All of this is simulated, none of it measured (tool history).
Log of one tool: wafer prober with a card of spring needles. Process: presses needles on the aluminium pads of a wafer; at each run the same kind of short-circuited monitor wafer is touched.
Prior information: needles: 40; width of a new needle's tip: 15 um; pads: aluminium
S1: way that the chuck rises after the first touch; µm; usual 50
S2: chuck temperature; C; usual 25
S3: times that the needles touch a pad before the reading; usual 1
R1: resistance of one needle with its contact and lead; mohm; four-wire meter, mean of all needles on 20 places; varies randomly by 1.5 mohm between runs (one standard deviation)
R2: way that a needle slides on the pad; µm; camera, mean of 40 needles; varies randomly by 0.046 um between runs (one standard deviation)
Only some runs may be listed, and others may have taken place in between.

run,hour,S1,S2,S3,R1,R2
1,0.0,50,25,1,207,7.28
# hour 11.5: tips cleaned on abrasive film
# hour 25.8: tips cleaned on abrasive film
# hour 40.2: tips cleaned on abrasive film
# hour 46.2: height of the first contact set anew
# hour 52.0: tips cleaned on abrasive film
# hour 66.3: tips cleaned on abrasive film
2,73.4,50,25,1,442,7.36
# hour 79.2: tips cleaned on abrasive film
# hour 93.5: tips cleaned on abrasive film
# hour 107.9: tips cleaned on abrasive film
3,111.1,50,25,1,341,7.43
# hour 119.7: tips cleaned on abrasive film
# hour 134.1: tips cleaned on abrasive film
4,144.8,50,25,2,355,7.36
# hour 147.7: tips cleaned on abrasive film
# hour 162.1: tips cleaned on abrasive film
# hour 176.4: tips cleaned on abrasive film
# hour 190.7: tips cleaned on abrasive film
# hour 205.1: tips cleaned on abrasive film
5,212.9,50,25,2,339,7.43
# hour 218.7: tips cleaned on abrasive film
# hour 233.0: tips cleaned on abrasive film
# hour 247.4: tips cleaned on abrasive film
# hour 261.7: tips cleaned on abrasive film
# hour 274.2: tips cleaned on abrasive film
6,274.2,50,25,2,172,7.26
# hour 285.7: tips cleaned on abrasive film
# hour 300.0: tips cleaned on abrasive film
# hour 314.4: tips cleaned on abrasive film
7,322.7,41,25,1,697,5.85
# hour 328.5: tips cleaned on abrasive film
# hour 342.8: tips cleaned on abrasive film
# hour 357.2: tips cleaned on abrasive film
# hour 360.3: height of the first contact set anew
# hour 371.8: tips cleaned on abrasive film
# hour 383.3: tips cleaned on abrasive film
# hour 396.5: tips cleaned on abrasive film
8,396.5,41,25,1,200,6.12
# hour 410.8: tips cleaned on abrasive film
# hour 425.2: tips cleaned on abrasive film
# hour 439.5: tips cleaned on abrasive film
# hour 453.9: tips cleaned on abrasive film
9,462.9,50,70,1,484,7.40
# hour 465.8: tips cleaned on abrasive film
# hour 480.1: tips cleaned on abrasive film
# hour 494.5: tips cleaned on abrasive film
# hour 506.0: tips cleaned on abrasive film
10,507.6,50,25,1,293,7.28
# hour 519.1: tips cleaned on abrasive film
# hour 533.5: tips cleaned on abrasive film
# hour 545.0: tips cleaned on abrasive film
# hour 559.3: tips cleaned on abrasive film
11,561.5,31,25,2,433,4.45
# hour 573.0: tips cleaned on abrasive film
# hour 587.4: tips cleaned on abrasive film
# hour 598.9: tips cleaned on abrasive film
12,601.9,31,25,2,495,4.50
# hour 610.6: tips cleaned on abrasive film
# hour 622.0: tips cleaned on abrasive film
# hour 636.4: tips cleaned on abrasive film
13,640.0,54,48,1,380,7.83
# hour 648.7: tips cleaned on abrasive film
# hour 663.0: tips cleaned on abrasive film
# hour 674.7: height of the first contact set anew
# hour 676.7: tips cleaned on abrasive film
14,676.7,40,78,1,228,5.98
# hour 688.2: tips cleaned on abrasive film
# hour 699.7: tips cleaned on abrasive film
# hour 714.0: tips cleaned on abrasive film
15,715.3,40,78,1,337,5.91
# hour 726.8: tips cleaned on abrasive film
# hour 741.1: tips cleaned on abrasive film
# hour 755.5: tips cleaned on abrasive film
# hour 769.8: tips cleaned on abrasive film
# hour 784.1: tips cleaned on abrasive film
16,787.5,57,78,1,307,8.44
# hour 796.2: tips cleaned on abrasive film
# hour 807.7: tips cleaned on abrasive film
# hour 822.0: tips cleaned on abrasive film
# hour 836.4: tips cleaned on abrasive film
# hour 848.8: tips cleaned on abrasive film
17,848.8,57,78,1,181,8.37
# hour 863.2: tips cleaned on abrasive film
# hour 877.5: tips cleaned on abrasive film
# hour 889.0: tips cleaned on abrasive film
# hour 903.4: tips cleaned on abrasive film
18,914.7,47,105,1,599,6.78
# hour 917.6: tips cleaned on abrasive film
# hour 932.0: tips cleaned on abrasive film
# hour 946.3: tips cleaned on abrasive film
# hour 960.6: tips cleaned on abrasive film
# hour 972.1: tips cleaned on abrasive film
19,976.5,45,50,1,508,6.40

Predict each of these 5 candidate next runs independently; none follows another, all start after run 19:
# hour 985.2: tips cleaned on abrasive film
# hour 988.3: height of the first contact set anew
# hour 999.8: tips cleaned on abrasive film
# hour 1012.3: tips cleaned on abrasive film
A,1012.3,54,50,2,?,?
# hour 985.2: tips cleaned on abrasive film
# hour 988.3: height of the first contact set anew
# hour 999.8: tips cleaned on abrasive film
# hour 1012.3: tips cleaned on abrasive film
B,1012.3,49,50,2,?,?
# hour 985.2: tips cleaned on abrasive film
# hour 988.3: height of the first contact set anew
# hour 999.8: tips cleaned on abrasive film
# hour 1012.3: tips cleaned on abrasive film
C,1012.3,51,51,1,?,?
# hour 985.2: tips cleaned on abrasive film
# hour 988.3: height of the first contact set anew
# hour 999.8: tips cleaned on abrasive film
# hour 1012.3: tips cleaned on abrasive film
D,1012.3,50,57,1,?,?
# hour 985.2: tips cleaned on abrasive film
# hour 988.3: height of the first contact set anew
# hour 999.8: tips cleaned on abrasive film
# hour 1012.3: tips cleaned on abrasive film
E,1012.3,65,109,2,?,?

run,R1,R2
A,164,8.07
B,169,7.24
C,178,7.64
D,180,7.48
E,166,9.60
Without the tool's hidden state the same runs would have given:
run,R1,R2
A,144,8.09
B,147,7.27
C,147,7.67
D,149,7.51
E,152,9.63
